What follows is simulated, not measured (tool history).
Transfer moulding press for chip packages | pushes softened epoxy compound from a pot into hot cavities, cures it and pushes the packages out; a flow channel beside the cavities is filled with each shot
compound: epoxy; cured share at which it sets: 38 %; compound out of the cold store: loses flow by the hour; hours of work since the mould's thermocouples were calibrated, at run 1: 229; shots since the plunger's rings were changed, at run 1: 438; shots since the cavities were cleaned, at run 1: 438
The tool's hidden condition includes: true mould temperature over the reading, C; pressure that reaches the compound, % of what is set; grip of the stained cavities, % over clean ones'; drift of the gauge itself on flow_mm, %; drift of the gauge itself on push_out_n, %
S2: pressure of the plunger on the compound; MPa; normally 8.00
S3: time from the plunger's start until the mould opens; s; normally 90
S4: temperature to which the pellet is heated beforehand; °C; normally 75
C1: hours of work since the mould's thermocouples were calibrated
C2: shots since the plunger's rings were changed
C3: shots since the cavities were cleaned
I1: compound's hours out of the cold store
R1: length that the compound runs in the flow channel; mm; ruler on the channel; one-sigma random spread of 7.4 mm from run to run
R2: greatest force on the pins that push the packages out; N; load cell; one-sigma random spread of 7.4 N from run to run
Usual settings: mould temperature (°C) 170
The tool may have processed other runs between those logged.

Run 1, hour 0.0: usual settings; C1 229; C2 438; C3 438; I1 44.1. Result: R1 804 mm, R2 312 N.
At hour 4.5: cavities cleaned with cleaning compound and waxed.
At hour 49.6: cavities cleaned with cleaning compound and waxed.
Run 2, hour 50.4: usual settings; C1 255; C2 957; C3 9; I1 16.8. Result: R1 901 mm, R2 323 N.
At hour 93.7: cavities cleaned with cleaning compound and waxed.
Run 3, hour 102.9: usual settings but mould temperature (°C) 169; C1 284; C2 1515; C3 100; I1 41.0. Result: R1 802 mm, R2 321 N.
At hour 135.9: cavities cleaned with cleaning compound and waxed.
Run 4, hour 169.6: usual settings; C1 320; C2 2230; C3 370; I1 23.0. Result: R1 877 mm, R2 323 N.
At hour 177.5: cavities cleaned with cleaning compound and waxed.
Run 5, hour 211.1: usual settings but S2 8.54 MPa; C1 342; C2 2668; C3 369; I1 41.8. Result: R1 822 mm, R2 314 N.
At hour 221.4: cavities cleaned with cleaning compound and waxed.
At hour 254.4: plunger's sealing rings changed.
At hour 266.3: cavities cleaned with cleaning compound and waxed.
Run 6, hour 274.0: usual settings but S2 8.54 MPa; C1 374; C2 198; C3 84; I1 35.8. Result: R1 849 mm, R2 304 N.
At hour 308.8: cavities cleaned with cleaning compound and waxed.
Run 7, hour 336.1: usual settings but S2 8.54 MPa; C1 408; C2 862; C3 299; I1 23.4. Result: R1 899 mm, R2 322 N.
At hour 352.9: cavities cleaned with cleaning compound and waxed.
Run 8, hour 392.4: usual settings but S2 8.54 MPa; C1 439; C2 1462; C3 433; I1 9.7. Result: R1 955 mm, R2 306 N.
At hour 397.6: cavities cleaned with cleaning compound and waxed.
At hour 439.8: cavities cleaned with cleaning compound and waxed.
Run 9, hour 439.8: usual settings but S2 8.54 MPa; C1 463; C2 1948; C3 0; I1 30.8. Result: R1 865 mm, R2 315 N.
At hour 483.1: cavities cleaned with cleaning compound and waxed.
Run 10, hour 501.3: usual settings but S2 8.54 MPa; C1 497; C2 2605; C3 200; I1 36.8. Result: R1 839 mm, R2 317 N.
At hour 526.7: cavities cleaned with cleaning compound and waxed.
At hour 549.7: mould's thermocouples calibrated.
At hour 552.2: plunger's sealing rings changed.
Run 11, hour 554.6: usual settings but mould temperature (°C) 178; C1 1; C2 26; C3 256; I1 37.2. Result: R1 774 mm, R2 263 N.
At hour 575.9: cavities cleaned with cleaning compound and waxed.
Run 12, hour 609.3: usual settings; C1 31; C2 608; C3 365; I1 32.7. Result: R1 832 mm, R2 302 N.
At hour 622.5: cavities cleaned with cleaning compound and waxed.
Run 13, hour 649.8: usual settings but S3 117 s, S4 69 °C; C1 53; C2 1036; C3 299; I1 31.7. Result: R1 837 mm, R2 266 N.
At hour 664.8: cavities cleaned with cleaning compound and waxed.
Run 14, hour 682.3: usual settings but S3 117 s, S4 69 °C; C1 70; C2 1375; C3 191; I1 19.9. Result: R1 890 mm, R2 273 N.
At hour 710.5: cavities cleaned with cleaning compound and waxed.
Run 15, hour 745.9: usual settings but mould temperature (°C) 171, S2 6.54 MPa, S3 84 s, S4 81 °C; C1 105; C2 2056; C3 388; I1 16.4. Result: R1 814 mm, R2 339 N.
At hour 756.2: cavities cleaned with cleaning compound and waxed.
Run 16, hour 792.2: usual settings but mould temperature (°C) 171, S2 6.54 MPa, S3 84 s, S4 82 °C; C1 130; C2 2546; C3 395; I1 32.9. Result: R1 739 mm, R2 317 N.
At hour 798.2: cavities cleaned with cleaning compound and waxed.
At hour 839.8: cavities cleaned with cleaning compound and waxed.
At hour 848.8: plunger's sealing rings changed.
Run 17, hour 850.5: usual settings but S4 74 °C; C1 159; C2 18; C3 90; I1 30.2. Result: R1 842 mm, R2 310 N.
At hour 884.5: cavities cleaned with cleaning compound and waxed.
Run 18, hour 899.8: usual settings but S4 74 °C; C1 186; C2 541; C3 167; I1 37.9. Result: R1 803 mm, R2 307 N.
At hour 930.9: cavities cleaned with cleaning compound and waxed.
Run 19, hour 963.0: usual settings but mould temperature (°C) 169, S3 85 s, S4 77 °C; C1 220; C2 1217; C3 351; I1 35.2. Result: R1 832 mm, R2 344 N.
At hour 975.4: cavities cleaned with cleaning compound and waxed.
Run 20, hour 1000.5: usual settings but mould temperature (°C) 168, S3 85 s, S4 77 °C; C1 240; C2 1611; C3 275; I1 19.6. Result: R1 900 mm, R2 377 N.
At hour 1018.5: cavities cleaned with cleaning compound and waxed.
At hour 1062.4: cavities cleaned with cleaning compound and waxed.
Run 21, hour 1076.4: usual settings but mould temperature (°C) 163, S3 123 s, S4 77 °C; C1 281; C2 2410; C3 154; I1 40.2. Result: R1 817 mm, R2 299 N.
At hour 1106.2: cavities cleaned with cleaning compound and waxed.
At hour 1143.8: plunger's sealing rings changed.
At hour 1152.4: cavities cleaned with cleaning compound and waxed.
Run 22, hour 1154.2: usual settings but S3 125 s, S4 85 °C; C1 321; C2 97; C3 19; I1 12.9. Result: R1 911 mm, R2 274 N.
At hour 1194.1: cavities cleaned with cleaning compound and waxed.
Run 23, hour 1219.8: usual settings but S3 125 s, S4 85 °C; C1 357; C2 799; C3 281; I1 10.3. Result: R1 909 mm, R2 262 N.
At hour 1239.6: cavities cleaned with cleaning compound and waxed.
At hour 1287.1: cavities cleaned with cleaning compound and waxed.
Run 24, hour 1297.1: usual settings but S3 125 s, S4 85 °C; C1 398; C2 1613; C3 110; I1 44.4. Result: R1 791 mm, R2 257 N.

Forecast each of these 3 alternatives for the next run:
At hour 1330.6: cavities cleaned with cleaning compound and waxed.
Run A, hour 1348.4: usual settings but mould temperature (°C) 169, S4 69 °C; C1 426; C2 2158; C3 195; I1 43.1. Result: R1 ?, R2 ?.
At hour 1330.6: cavities cleaned with cleaning compound and waxed.
Run B, hour 1348.4: usual settings but mould temperature (°C) 163, S2 6.73 MPa, S3 125 s, S4 69 °C; C1 426; C2 2158; C3 195; I1 28.1. Result: R1 ?, R2 ?.
At hour 1330.6: cavities cleaned with cleaning compound and waxed.
Run C, hour 1348.4: usual settings but mould temperature (°C) 167, S3 125 s, S4 85 °C; C1 426; C2 2158; C3 195; I1 45.2. Result: R1 ?, R2 ?.

run   R1   R2
  A  803  319
  B  809  292
  C  797  269
With no hidden state in the tool, these same runs would have given:
run   R1   R2
  A  804  317
  B  809  291
  C  797  268
